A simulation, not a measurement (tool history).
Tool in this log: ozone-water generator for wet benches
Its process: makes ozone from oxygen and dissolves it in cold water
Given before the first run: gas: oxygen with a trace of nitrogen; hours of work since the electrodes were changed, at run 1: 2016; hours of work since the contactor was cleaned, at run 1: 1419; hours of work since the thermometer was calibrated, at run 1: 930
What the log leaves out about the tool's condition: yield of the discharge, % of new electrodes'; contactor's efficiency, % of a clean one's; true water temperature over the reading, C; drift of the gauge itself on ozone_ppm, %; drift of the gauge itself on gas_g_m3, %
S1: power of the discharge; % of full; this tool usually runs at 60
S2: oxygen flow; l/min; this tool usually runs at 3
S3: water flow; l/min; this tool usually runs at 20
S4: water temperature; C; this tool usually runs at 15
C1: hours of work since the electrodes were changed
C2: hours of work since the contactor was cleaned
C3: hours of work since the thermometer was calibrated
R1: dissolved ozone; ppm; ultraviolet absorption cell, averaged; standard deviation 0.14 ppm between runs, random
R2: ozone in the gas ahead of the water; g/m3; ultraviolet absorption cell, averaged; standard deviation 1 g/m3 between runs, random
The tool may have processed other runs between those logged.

run	day	S1	S2	S3	S4	C1	C2	C3	R1	R2
1	0	60	3	20	15	2016	1419	930	15.4	176.8
2	5.146	60	3	20	15	2125	1529	1040	15.4	174.7
3	10.729	49	3	20	15	2244	1647	1159	14	154.1
4	17.779	49	3	20	15	2394	1798	1309	13.9	153
5	24.729	49	3	20	15	2542	1945	1457	13.7	155.8
6	29.646	49	3	20	15	2647	2050	1561	14	153.2
7	36.638	60	3	20	15	2796	2199	1710	15.4	172.3
8	41.133	40	3	20	15	2891	2295	1806	12.2	135.7
9	47.129	69	3	20	15	3019	2422	1934	17.1	185.5
10	52.438	69	3	20	15	3132	2535	2047	16.6	186.6
11	56.588	69	3	20	15	3220	2624	2135	17.1	184.1
12	62.767	69	3	20	15	3352	2755	2266	17	186.8
13	69.525	69	3	20	15	3496	2899	2410	16.8	183.9
14	75.517	60	3	20	11	3623	3026	2538	16.3	170.8
15	81.012	60	2.1	20	15	3740	3143	2655	15.2	216.5
16	86.571	60	2.1	20	15	3859	3262	2773	15.1	215.2
17	90.042	60	2.1	20	9	3932	3336	2847	15.7	214.7
# day 91.971: water thermometer calibrated
# day 92.888: gauge calibrated
18	95.175	48	3	20	10	4041	3445	68	14.3	153.9
19	99.425	82	4.71	20	15	4132	3535	159	18.6	154.2
20	103.012	81	2.63	21	10	4208	3611	235	18.6	227.5
21	107.271	60	1.94	26	19	4299	3702	326	11.4	230.5
22	112.538	60	1.94	26	19	4411	3814	438	11.4	230.9
23	118.771	60	1.94	26	19	4543	3947	570	11.7	233.6
24	123.029	60	3.58	28	15	4634	4037	661	11.8	154.1
25	126.642	60	3.58	28	15	4711	4114	738	11.7	154.3
26	131.708	51	3	12	12	4819	4222	846	21.7	156.5
27	136.529	62	1.67	12	9	4921	4325	948	24.7	255.7
28	142.092	62	1.67	12	9	5040	4443	1067	24.6	257.2
29	147.167	47	3.31	20	10	5148	4551	1175	14	139
30	152.45	60	3.46	20	15	5260	4664	1287	15.4	155.1
31	157.358	60	3.46	20	15	5365	4768	1392	15.4	156.5
32	161.075	60	2.05	20	11	5444	4847	1471	15.5	220.2

Across each entry between runs, compare the hidden state at the last listed run before it with the hidden state at the first listed run after it:
In the gap between runs 17 and 18: water thermometer calibrated (day 91.971); gauge calibrated (day 92.888)
  drift of the gauge itself on gas_g_m3, %: -2.86 -> -0.07
  difference, measured minus the result without the unlogged condition, R2: -6.6 -> -0.2 g/m3

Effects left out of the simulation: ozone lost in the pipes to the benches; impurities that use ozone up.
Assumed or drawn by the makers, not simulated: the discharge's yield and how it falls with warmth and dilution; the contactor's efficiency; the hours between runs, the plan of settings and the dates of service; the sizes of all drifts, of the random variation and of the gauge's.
